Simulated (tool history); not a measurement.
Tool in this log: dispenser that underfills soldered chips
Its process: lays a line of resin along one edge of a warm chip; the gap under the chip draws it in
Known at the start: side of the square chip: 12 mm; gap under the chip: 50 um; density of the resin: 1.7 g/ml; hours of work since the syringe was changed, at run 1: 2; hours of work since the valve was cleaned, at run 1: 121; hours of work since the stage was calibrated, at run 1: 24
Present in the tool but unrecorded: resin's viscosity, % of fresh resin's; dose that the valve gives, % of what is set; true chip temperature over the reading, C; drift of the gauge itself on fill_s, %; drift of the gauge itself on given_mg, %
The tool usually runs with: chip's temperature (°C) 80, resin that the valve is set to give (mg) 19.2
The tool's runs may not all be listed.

run,hour,chip's temperature (°C),resin that the valve is set to give (mg),hours of work since the syringe was changed,hours of work since the valve was cleaned,hours of work since the stage was calibrated,time until the resin shows at the far edge (s),resin that the valve gave (mg)
1,0.0,80,19.2,2,121,24,164.5,17.05
# hour 7.5: dispensing valve cleaned and set on the balance
2,11.0,80,19.2,8,2,31,244.9,19.05
# hour 16.2: new syringe of resin
3,17.9,80,19.2,1,7,35,154.6,19.22
4,28.6,80,19.2,8,13,42,236.9,18.83
# hour 34.1: new syringe of resin
5,39.2,80,19.2,3,20,48,181.7,18.72
6,44.7,80,19.2,7,23,52,227.1,18.77
# hour 51.5: new syringe of resin
7,54.0,80,17.8,2,29,58,161.5,17.23
8,64.7,80,17.8,8,36,65,254.3,17.03
# hour 69.5: new syringe of resin
9,76.1,80,19.2,4,43,72,191.8,18.29
10,82.3,80,19.2,8,47,76,244.8,18.32
# hour 87.5: new syringe of resin
11,90.3,80,19.4,2,52,81,163.2,18.55
12,99.4,90,19.2,8,58,86,172.2,18.26
# hour 105.0: new syringe of resin
13,107.9,92,22.2,2,63,92,107.4,20.91
14,118.0,92,22.2,8,70,98,163.0,20.86
# hour 122.6: new syringe of resin
15,128.2,90,19.1,4,76,104,132.9,17.79
16,135.7,80,17.4,8,81,109,255.7,16.06
# hour 141.0: new syringe of resin
17,142.3,89,16.8,1,85,113,117.2,15.62
18,151.8,70,20.9,7,91,119,312.5,19.10
# hour 159.3: new syringe of resin
19,159.8,87,21.1,0,96,124,117.8,19.22
20,171.0,86,20.4,7,103,131,190.6,18.53
# hour 177.0: new syringe of resin
21,184.2,86,20.4,5,111,140,157.0,18.50
# hour 194.3: new syringe of resin
22,197.6,78,19.7,2,120,148,177.2,17.74
23,204.7,78,19.7,7,124,153,240.9,17.66

Some steps in time until the resin shows at the far edge (s) between neighbouring runs. How much of each would the tool show without its hidden state too (settings, what came in, random variation), and how much is left for the hidden state, with any gauge scatter that isn't in both results?
Run 17 -> 18: chip's temperature (°C) 89 -> 70, resin that the valve is set to give (mg) 16.8 -> 20.9. time until the resin shows at the far edge (s) +195.3: hidden state +104.7, all else +90.6.
Run 18 -> 19: chip's temperature (°C) 70 -> 87, resin that the valve is set to give (mg) 20.9 -> 21.1, new syringe of resin. time until the resin shows at the far edge (s) -194.7: hidden state -108.6, all else -86.1.
